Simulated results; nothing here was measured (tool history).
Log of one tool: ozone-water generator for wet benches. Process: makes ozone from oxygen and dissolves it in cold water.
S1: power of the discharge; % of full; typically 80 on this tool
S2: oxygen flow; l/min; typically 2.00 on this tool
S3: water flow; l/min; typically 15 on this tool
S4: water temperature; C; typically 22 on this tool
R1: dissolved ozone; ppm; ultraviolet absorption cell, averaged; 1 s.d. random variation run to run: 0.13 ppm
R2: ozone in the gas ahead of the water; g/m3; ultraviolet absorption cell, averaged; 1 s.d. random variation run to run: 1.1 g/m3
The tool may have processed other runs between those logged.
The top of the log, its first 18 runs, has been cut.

| run | hour | S1 | S2 | S3 | S4 | R1 | R2 |
|---|---|---|---|---|---|---|---|
| 19 | 820.1 | 76 | 2.00 | 15 | 22 | 14.2 | 192.1 |
| 20 | 865.8 | 70 | 2.00 | 16 | 23 | 12.7 | 181.7 |
| 21 | 904.7 | 88 | 2.00 | 9 | 19 | 24.9 | 212.6 |
|  | 913.2 | contactor cleaned |
| 22 | 961.1 | 88 | 2.00 | 9 | 19 | 24.3 | 212.5 |
| 23 | 989.1 | 88 | 2.00 | 9 | 19 | 24.4 | 211.9 |
| 24 | 1023.0 | 80 | 2.00 | 21 | 16 | 11.2 | 197.6 |
| 25 | 1052.8 | 80 | 2.00 | 21 | 16 | 11.3 | 197.7 |
| 26 | 1083.9 | 64 | 1.05 | 13 | 14 | 12.7 | 225.3 |
| 27 | 1113.9 | 64 | 1.05 | 13 | 14 | 12.4 | 224.4 |
|  | 1148.3 | contactor cleaned, once more |
| 28 | 1171.8 | 80 | 3.12 | 21 | 23 | 12.1 | 166.3 |
| 29 | 1229.9 | 80 | 3.12 | 21 | 23 | 12.0 | 165.2 |
| 30 | 1284.7 | 61 | 1.70 | 21 | 18 | 8.7 | 175.5 |
| 31 | 1347.7 | 63 | 1.39 | 19 | 18 | 9.1 | 195.1 |
| 32 | 1386.9 | 64 | 1.39 | 23 | 27 | 7.3 | 197.6 |
| 33 | 1418.7 | 64 | 1.39 | 23 | 27 | 6.9 | 197.6 |

4 ways to go on from here, each from the tool as it stands after run 33. What would each give?
| A | 1448.4 | 64 | 1.39 | 23 | 16 | ? | ? |
| B | 1448.4 | 64 | 1.39 | 23 | 15 | ? | ? |
| C | 1448.4 | 96 | 1.19 | 18 | 27 | ? | ? |
| D | 1448.4 | 64 | 1.39 | 23 | 21 | ? | ? |

| run | R1 | R2 |
|---|---|---|
| A | 7.7 | 198.6 |
| B | 7.6 | 198.0 |
| C | 11.3 | 275.5 |
| D | 7.4 | 199.2 |
Without the tool's unlogged condition, the same runs would have read:
| run | R1 | R2 |
|---|---|---|
| A | 7.9 | 202.6 |
| B | 7.8 | 202.0 |
| C | 11.6 | 282.6 |
| D | 7.6 | 203.2 |
